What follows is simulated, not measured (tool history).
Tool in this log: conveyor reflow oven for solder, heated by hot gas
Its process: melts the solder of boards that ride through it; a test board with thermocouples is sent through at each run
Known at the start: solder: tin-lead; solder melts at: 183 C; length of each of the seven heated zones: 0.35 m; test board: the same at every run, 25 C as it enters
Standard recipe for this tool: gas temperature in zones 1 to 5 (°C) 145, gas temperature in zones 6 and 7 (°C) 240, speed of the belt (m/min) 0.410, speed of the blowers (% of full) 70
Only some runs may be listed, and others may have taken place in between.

run	hour	gas temperature in zones 1 to 5 (°C)	gas temperature in zones 6 and 7 (°C)	speed of the belt (m/min)	speed of the blowers (% of full)	highest temperature of the board (°C)	time above the solder's melting point (s)
1	0.0	145	240	0.410	70	225.7	88.7
2	17.7	145	240	0.389	70	226.5	94.6
3	32.5	145	240	0.389	70	227.0	94.6
4	44.5	145	240	0.389	70	226.8	94.4
5	67.0	145	240	0.410	70	225.4	88.2
6	87.1	145	240	0.410	70	225.2	88.0
7	102.3	145	240	0.410	70	225.3	87.7
8	124.6	145	240	0.410	70	224.9	88.0
9	135.1	145	240	0.410	70	225.0	87.8
10	144.6	145	240	0.410	70	225.1	88.0
11	166.4	145	231	0.410	70	217.1	80.7
12	176.7	145	231	0.410	70	216.1	80.2
13	197.7	145	231	0.410	70	216.6	80.6
14	208.6	145	231	0.410	70	216.7	80.3
15	218.3	145	231	0.410	70	215.9	80.3
16	228.5	145	231	0.410	70	215.9	80.2
17	246.7	134	231	0.412	54	211.1	67.1
18	261.6	134	231	0.412	54	210.9	66.8
19	271.0	144	240	0.478	71	218.8	69.5
20	293.2	149	237	0.410	70	222.3	87.4
21	315.6	145	240	0.410	72	223.8	87.4
22	326.9	145	253	0.343	70	240.4	117.8
23	343.7	145	253	0.343	70	240.7	117.6
24	362.0	150	253	0.343	76	241.3	120.8
25	376.0	147	253	0.343	76	241.0	119.6
# hour 382.7: flux residue cleaned out of gas plates and filters
26	395.5	147	253	0.343	76	242.3	119.8
27	407.2	156	239	0.410	81	227.0	95.7
28	420.4	156	239	0.410	81	227.1	95.8
29	442.6	134	239	0.353	81	228.1	101.0
30	461.9	141	240	0.474	70	219.4	69.6
31	484.8	141	240	0.474	70	219.0	69.2

What if the next run were any one of these 3? Each begins from the tool's condition after run 31:
A	500.4	159	234	0.410	72	?	?
B	500.4	145	240	0.410	77	?	?
C	500.4	141	253	0.474	73	?	?

run	highest temperature of the board (°C)	time above the solder's melting point (s)
A	220.9	93.7
B	225.3	88.8
C	230.8	78.4
Had the tool no hidden state, the same runs would have come out as:
run	highest temperature of the board (°C)	time above the solder's melting point (s)
A	223.1	94.5
B	227.5	89.7
C	233.0	79.2

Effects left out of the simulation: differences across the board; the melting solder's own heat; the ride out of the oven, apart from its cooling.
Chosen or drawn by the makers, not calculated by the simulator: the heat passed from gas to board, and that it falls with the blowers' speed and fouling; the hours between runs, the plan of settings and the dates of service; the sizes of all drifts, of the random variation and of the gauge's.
